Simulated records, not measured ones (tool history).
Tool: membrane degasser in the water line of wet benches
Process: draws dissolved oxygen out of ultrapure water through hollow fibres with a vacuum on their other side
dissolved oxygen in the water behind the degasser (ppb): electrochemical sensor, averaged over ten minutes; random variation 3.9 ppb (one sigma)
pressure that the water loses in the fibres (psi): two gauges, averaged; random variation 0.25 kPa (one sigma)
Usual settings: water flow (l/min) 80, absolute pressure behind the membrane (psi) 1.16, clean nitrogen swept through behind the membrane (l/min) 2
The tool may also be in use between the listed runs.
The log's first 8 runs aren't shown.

run	hour	water flow (l/min)	absolute pressure behind the membrane (psi)	clean nitrogen swept through behind the membrane (l/min)	hours since the membrane was changed	hours since the vacuum gauge was calibrated	hours since the vacuum lines were made tight	dissolved oxygen in the water behind the degasser (ppb)	pressure that the water loses in the fibres (psi)
9	1485.3	80	1.16	2	2555	2211	11382	398.2	9.738
10	1699.1	80	0.811	2	2769	2425	11596	215.3	9.732
11	2028.4	99	0.811	2	3098	2755	11925	280.1	12.042
12	2201.9	99	0.811	2	3272	2928	12099	282.5	12.053
13	2376.6	78	1.16	2	3446	3103	12273	390.5	9.529
14	2693.4	78	1.16	2	3763	3420	12590	393.1	9.513
15	2854.6	80	1.16	2	3924	3581	12751	390.6	9.797
16	3137.2	80	1.16	2.19	4207	3863	13034	377.1	9.815
17	3409.9	80	1.16	2.19	4480	4136	13307	380.6	9.806
18	3707.6	80	1.16	2.19	4777	4434	13604	378.2	9.709
19	3915.9	80	1.16	2.19	4986	4642	13813	382.9	9.823
20	4100.2	80	1.16	2.19	5170	4826	13997	383.2	9.784
21	4314.8	80	1.16	2.19	5385	5041	14212	385.3	9.786
22	4515.4	79	2.717	2	5585	5242	14412	1126.8	9.667
23	4833.3	56	0.957	3.24	5903	5559	14730	144.6	6.86
24	5020.7	80	1.16	5.21	6091	5747	14918	199.9	9.762
# hour 5218.8: vacuum gauge calibrated
# hour 5248.1: seals of the vacuum lines changed
25	5248.1	119	1.16	2	6315	27	0	597	14.608
26	5463.1	80	0.896	2	6530	242	215	253.4	9.797
27	5644.7	80	0.896	2	6712	424	397	250.1	9.941
28	5782.3	73	0.895	1.04	6850	562	534	368.9	9.021
29	6072.9	74	0.975	1.67	7140	852	825	312.7	9.195
30	6338.4	98	1.16	2.58	7406	1118	1090	404.1	12.112
31	6575.5	98	1.16	2.58	7643	1355	1327	407.7	12.124
32	6824.5	98	1.16	2.58	7892	1604	1576	413.4	12.15
33	7149.6	98	1.16	2.58	8217	1929	1901	410	12.159

3 ways to go on from here, each from the tool as it stands after run 33. What would each give?
A	7472.8	98	1.16	3.93	8540	2252	2225	?	?
B	7472.8	115	1.155	4.91	8540	2252	2225	?	?
C	7472.8	114	0.753	1.19	8540	2252	2225	?	?

run	dissolved oxygen in the water behind the degasser (ppb)	pressure that the water loses in the fibres (psi)
A	310.8	12.186
B	327.6	14.324
C	387.9	14.095
Without the tool's hidden state the same runs would have given:
run	dissolved oxygen in the water behind the degasser (ppb)	pressure that the water loses in the fibres (psi)
A	300.3	11.792
B	312.9	13.86
C	369.5	13.638
